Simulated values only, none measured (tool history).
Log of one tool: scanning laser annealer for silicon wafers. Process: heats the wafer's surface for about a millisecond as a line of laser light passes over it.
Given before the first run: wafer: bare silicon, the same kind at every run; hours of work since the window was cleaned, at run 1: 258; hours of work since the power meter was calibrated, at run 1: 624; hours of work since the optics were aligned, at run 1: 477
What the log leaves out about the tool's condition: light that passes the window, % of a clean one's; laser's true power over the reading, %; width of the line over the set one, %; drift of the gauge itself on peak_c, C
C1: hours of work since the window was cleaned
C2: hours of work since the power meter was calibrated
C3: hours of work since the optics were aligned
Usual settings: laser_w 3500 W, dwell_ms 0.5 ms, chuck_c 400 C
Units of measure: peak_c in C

run 1 day=0 | laser_w=3500 dwell_ms=0.5 chuck_c=400 | C1=258 C2=624 C3=477 | peak_c=1173
run 2 day=0.788 | laser_w=3500 dwell_ms=0.434 chuck_c=400 | C1=272 C2=638 C3=491 | peak_c=1111
run 3 day=1.775 | laser_w=3500 dwell_ms=0.5 chuck_c=369 | C1=289 C2=655 C3=508 | peak_c=1139
run 4 day=2.667 | laser_w=3500 dwell_ms=0.5 chuck_c=369 | C1=305 C2=671 C3=524 | peak_c=1138
run 5 day=3.354 | laser_w=3500 dwell_ms=0.544 chuck_c=400 | C1=317 C2=683 C3=536 | peak_c=1208
run 6 day=4.425 | laser_w=3500 dwell_ms=0.439 chuck_c=400 | C1=335 C2=702 C3=555 | peak_c=1114
run 7 day=5.325 | laser_w=3500 dwell_ms=0.454 chuck_c=400 | C1=351 C2=717 C3=570 | peak_c=1128
run 8 day=6.246 | laser_w=3500 dwell_ms=0.384 chuck_c=400 | C1=367 C2=733 C3=586 | peak_c=1060
run 9 day=6.717 | laser_w=3500 dwell_ms=0.384 chuck_c=400 | C1=375 C2=742 C3=595 | peak_c=1061
run 10 day=7.6 | laser_w=3500 dwell_ms=0.384 chuck_c=400 | C1=391 C2=757 C3=610 | peak_c=1061
run 11 day=8.188 | laser_w=3500 dwell_ms=0.384 chuck_c=400 | C1=401 C2=767 C3=620 | peak_c=1059
run 12 day=9.117 | laser_w=3500 dwell_ms=0.384 chuck_c=400 | C1=417 C2=783 C3=636 | peak_c=1061
run 13 day=10.029 | laser_w=3488 dwell_ms=0.366 chuck_c=400 | C1=433 C2=799 C3=652 | peak_c=1039
run 14 day=11.042 | laser_w=2979 dwell_ms=0.502 chuck_c=400 | C1=451 C2=817 C3=670 | peak_c=1062
-- day=11.55 window over the wafer cleaned
run 15 day=11.85 | laser_w=2979 dwell_ms=0.502 chuck_c=400 | C1=5 C2=830 C3=683 | peak_c=1075
run 16 day=12.454 | laser_w=3500 dwell_ms=0.421 chuck_c=404 | C1=16 C2=840 C3=693 | peak_c=1110
run 17 day=13.067 | laser_w=3500 dwell_ms=0.421 chuck_c=404 | C1=26 C2=851 C3=704 | peak_c=1110
run 18 day=14.038 | laser_w=3248 dwell_ms=0.415 chuck_c=417 | C1=43 C2=868 C3=721 | peak_c=1070
run 19 day=14.971 | laser_w=3539 dwell_ms=0.486 chuck_c=387 | C1=60 C2=884 C3=737 | peak_c=1157
run 20 day=15.458 | laser_w=3762 dwell_ms=0.5 chuck_c=400 | C1=68 C2=893 C3=746 | peak_c=1229
run 21 day=16.471 | laser_w=3762 dwell_ms=0.5 chuck_c=400 | C1=86 C2=910 C3=763 | peak_c=1226

Here are 4 independent what-if runs from the current tool condition. What would each one return?
run A day=17.375 | laser_w=3840 dwell_ms=0.353 chuck_c=400 | C1=102 C2=926 C3=779 | peak_c=?
run B day=17.375 | laser_w=3762 dwell_ms=0.434 chuck_c=400 | C1=102 C2=926 C3=779 | peak_c=?
run C day=17.375 | laser_w=3400 dwell_ms=0.598 chuck_c=400 | C1=102 C2=926 C3=779 | peak_c=?
run D day=17.375 | laser_w=3762 dwell_ms=0.5 chuck_c=377 | C1=102 C2=926 C3=779 | peak_c=?

run=A peak_c=1091
run=B peak_c=1163
run=C peak_c=1235
run=D peak_c=1207
Take away the tool's hidden state, keep each run's random variation, and the runs would have read:
run=A peak_c=1098
run=B peak_c=1170
run=C peak_c=1243
run=D peak_c=1215
